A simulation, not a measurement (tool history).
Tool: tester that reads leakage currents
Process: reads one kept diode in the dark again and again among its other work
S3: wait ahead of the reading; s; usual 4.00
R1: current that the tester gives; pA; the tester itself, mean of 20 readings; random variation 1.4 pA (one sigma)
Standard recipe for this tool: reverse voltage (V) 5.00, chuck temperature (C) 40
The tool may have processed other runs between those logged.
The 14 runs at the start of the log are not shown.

run 15 hour=325.5 | reverse_voltage_(V)=5.00 chuck_temperature_(C)=40 S3=0.67 | R1=516.48
run 16 hour=348.2 | reverse_voltage_(V)=5.00 chuck_temperature_(C)=40 S3=0.67 | R1=517.68
run 17 hour=372.5 | reverse_voltage_(V)=5.00 chuck_temperature_(C)=47 S3=0.67 | R1=814.31
run 18 hour=394.0 | reverse_voltage_(V)=3.80 chuck_temperature_(C)=40 S3=4.00 | R1=441.66
run 19 hour=416.3 | reverse_voltage_(V)=1.78 chuck_temperature_(C)=51 S3=4.00 | R1=574.96
run 20 hour=436.5 | reverse_voltage_(V)=6.98 chuck_temperature_(C)=21 S3=6.20 | R1=168.17
run 21 hour=469.9 | reverse_voltage_(V)=5.00 chuck_temperature_(C)=40 S3=8.53 | R1=517.96
run 22 hour=490.0 | reverse_voltage_(V)=5.00 chuck_temperature_(C)=40 S3=8.53 | R1=522.49
run 23 hour=523.0 | reverse_voltage_(V)=17.86 chuck_temperature_(C)=22 S3=0.76 | R1=325.41
run 24 hour=552.6 | reverse_voltage_(V)=5.18 chuck_temperature_(C)=35 S3=4.00 | R1=383.40
run 25 hour=576.3 | reverse_voltage_(V)=5.18 chuck_temperature_(C)=35 S3=4.00 | R1=379.33
run 26 hour=597.4 | reverse_voltage_(V)=5.18 chuck_temperature_(C)=35 S3=4.00 | R1=382.89
run 27 hour=627.5 | reverse_voltage_(V)=1.20 chuck_temperature_(C)=37 S3=4.00 | R1=187.45
run 28 hour=659.4 | reverse_voltage_(V)=1.20 chuck_temperature_(C)=37 S3=4.00 | R1=187.71

Run 29 has not been measured yet. What should we expect?
run 29 hour=681.2 | reverse_voltage_(V)=8.70 chuck_temperature_(C)=35 S3=0.33 | R1=?

{"run 29": {"R1": 523.85}}
Had the tool carried no hidden state, the very same run would have given R1 473.13 pA.

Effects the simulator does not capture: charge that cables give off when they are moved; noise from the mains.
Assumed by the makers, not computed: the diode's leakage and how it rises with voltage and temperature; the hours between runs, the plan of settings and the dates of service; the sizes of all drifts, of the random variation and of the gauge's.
